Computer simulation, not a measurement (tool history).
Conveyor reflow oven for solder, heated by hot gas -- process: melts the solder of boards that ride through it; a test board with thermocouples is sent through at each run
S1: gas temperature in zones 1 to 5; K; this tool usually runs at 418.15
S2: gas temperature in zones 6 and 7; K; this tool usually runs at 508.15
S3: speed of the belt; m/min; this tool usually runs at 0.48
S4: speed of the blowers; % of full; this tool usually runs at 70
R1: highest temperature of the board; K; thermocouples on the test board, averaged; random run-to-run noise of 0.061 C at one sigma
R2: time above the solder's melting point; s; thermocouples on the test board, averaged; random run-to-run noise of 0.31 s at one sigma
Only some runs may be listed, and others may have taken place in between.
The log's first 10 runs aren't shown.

run    day      S1      S2     S3  S4      R1     R2
 11    2.9  418.15  508.15   0.48  70   493.4   81.5
 12  3.212  418.15  508.15   0.48  70  493.43   81.5
 13  3.608  418.15  508.15   0.48  70  493.43   81.4
 14  3.867  418.15  508.15   0.48  70  493.32   81.3
 15  4.188  418.15  508.15   0.48  70  493.29   81.1
 16  4.533  418.15  508.15   0.48  70  493.29   81.3
 17  4.825  411.15  497.15   0.48  70  482.66   66.7
 18  5.158  411.15  497.15   0.48  70   482.6   67.2
 19  5.446  405.15  505.15   0.48  70  488.46   71.1
 20  5.667  427.15  515.15  0.486  66  499.74   90.4
 21  6.083  410.15  513.15  0.561  63  488.77   61.1
 22  6.358  410.15  513.15  0.561  63   488.6   61.2
 23  6.592  421.15  508.15   0.48  87  496.32   85.8
 24  6.788  418.15  508.15  0.569  70  487.64     63
 25    7.2  418.15  515.15  0.569  79  495.26   70.1
 26  7.375  416.15  519.15  0.571  52  490.86   63.8
 27  7.679  416.15  519.15  0.391  71  508.67  113.8
 28  8.017  422.15  518.15  0.424  66  505.43  105.4
 29  8.388  427.15  518.15   0.42  61  505.64  109.4
 30  8.821  431.15  521.15   0.48  70  506.58   98.5

4 ways to go on from here, each from the tool as it stands after run 30. What would each give?
  A  9.154  418.15  508.15  0.574  56   ?   ?
  B  9.154  421.15  508.15  0.464  70   ?   ?
  C  9.154  418.15  519.15  0.506  70   ?   ?
  D  9.154  431.15  507.15   0.48  86   ?   ?

run      R1    R2
  A  483.78  56.8
  B  494.68  87.8
  C  500.79  83.4
  D  496.55  92.2
Take away the tool's hidden state, keep each run's random variation, and the runs would have read:
run      R1    R2
  A  483.84  56.5
  B  494.58  87.2
  C  500.84  82.8
  D  496.43  91.5

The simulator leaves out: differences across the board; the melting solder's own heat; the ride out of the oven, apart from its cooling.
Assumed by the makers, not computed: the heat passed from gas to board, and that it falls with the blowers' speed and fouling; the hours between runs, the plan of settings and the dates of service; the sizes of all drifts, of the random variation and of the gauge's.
